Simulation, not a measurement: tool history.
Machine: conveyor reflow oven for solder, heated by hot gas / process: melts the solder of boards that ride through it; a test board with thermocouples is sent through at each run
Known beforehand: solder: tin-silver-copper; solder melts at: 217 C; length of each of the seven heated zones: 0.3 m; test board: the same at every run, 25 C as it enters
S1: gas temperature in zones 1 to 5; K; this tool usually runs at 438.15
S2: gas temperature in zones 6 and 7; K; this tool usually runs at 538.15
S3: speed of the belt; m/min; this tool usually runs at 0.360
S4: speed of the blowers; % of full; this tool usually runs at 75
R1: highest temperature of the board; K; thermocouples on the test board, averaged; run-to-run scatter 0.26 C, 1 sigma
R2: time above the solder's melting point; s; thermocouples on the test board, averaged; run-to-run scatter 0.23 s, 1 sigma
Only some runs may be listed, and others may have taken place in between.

run,hour,S1,S2,S3,S4,R1,R2
1,0.0,438.15,538.15,0.360,75,526.45,73.8
2,6.7,438.15,538.15,0.360,75,526.55,73.8
3,11.7,438.15,538.15,0.360,75,526.95,74.3
4,18.5,438.15,538.15,0.360,75,526.05,74.4
5,25.1,438.15,527.15,0.360,75,516.25,64.0
6,33.0,438.15,527.15,0.360,75,516.05,63.9
7,40.8,438.15,538.15,0.416,75,521.95,58.3
8,51.1,438.15,538.15,0.416,75,521.85,58.6
9,57.0,438.15,538.15,0.360,75,526.35,74.1
# hour 62.6: flux residue cleaned out of gas plates and filters
10,67.2,438.15,533.15,0.360,75,521.95,69.9
11,74.3,438.15,533.15,0.360,75,521.75,69.6
12,81.2,438.15,532.15,0.360,75,521.05,68.5
13,85.4,438.15,538.15,0.360,75,526.05,73.9
14,93.3,438.15,538.15,0.360,75,526.45,73.9
15,97.7,438.15,538.15,0.360,75,526.05,73.9
16,104.7,438.15,538.15,0.360,75,525.75,73.6
17,112.2,434.15,535.15,0.381,53,516.85,56.7
18,118.2,434.15,538.15,0.360,75,526.25,71.9
19,124.8,448.15,538.15,0.359,75,527.65,79.4
20,132.9,433.15,540.15,0.407,75,523.85,60.1
21,137.4,438.15,538.15,0.360,64,524.55,71.6
22,145.6,445.15,537.15,0.369,75,525.55,74.4
23,151.6,438.15,532.15,0.317,75,523.95,83.7
24,157.5,438.15,531.15,0.360,75,519.75,67.8
25,164.1,438.15,531.15,0.360,75,520.05,67.8
26,174.1,438.15,538.15,0.360,72,526.15,73.2
27,179.8,440.15,544.15,0.301,75,536.45,100.3
28,184.9,440.15,544.15,0.301,75,536.85,100.2
29,191.2,440.15,544.15,0.301,75,536.55,100.4
30,196.7,437.15,538.15,0.419,55,516.95,51.7
31,201.1,433.15,553.15,0.360,75,539.45,81.8

Below are 3 alternative next runs, each starting from the tool's condition after run 31. Predict each:
A,210.0,433.15,553.15,0.384,79,?,?
B,210.0,433.15,553.15,0.360,58,?,?
C,210.0,442.15,553.15,0.360,79,?,?

run,R1,R2
A,537.95,75.5
B,536.45,79.2
C,540.65,86.1
What these runs would have given with no unlogged condition in the tool:
run,R1,R2
A,537.95,75.5
B,536.45,79.2
C,540.65,86.1

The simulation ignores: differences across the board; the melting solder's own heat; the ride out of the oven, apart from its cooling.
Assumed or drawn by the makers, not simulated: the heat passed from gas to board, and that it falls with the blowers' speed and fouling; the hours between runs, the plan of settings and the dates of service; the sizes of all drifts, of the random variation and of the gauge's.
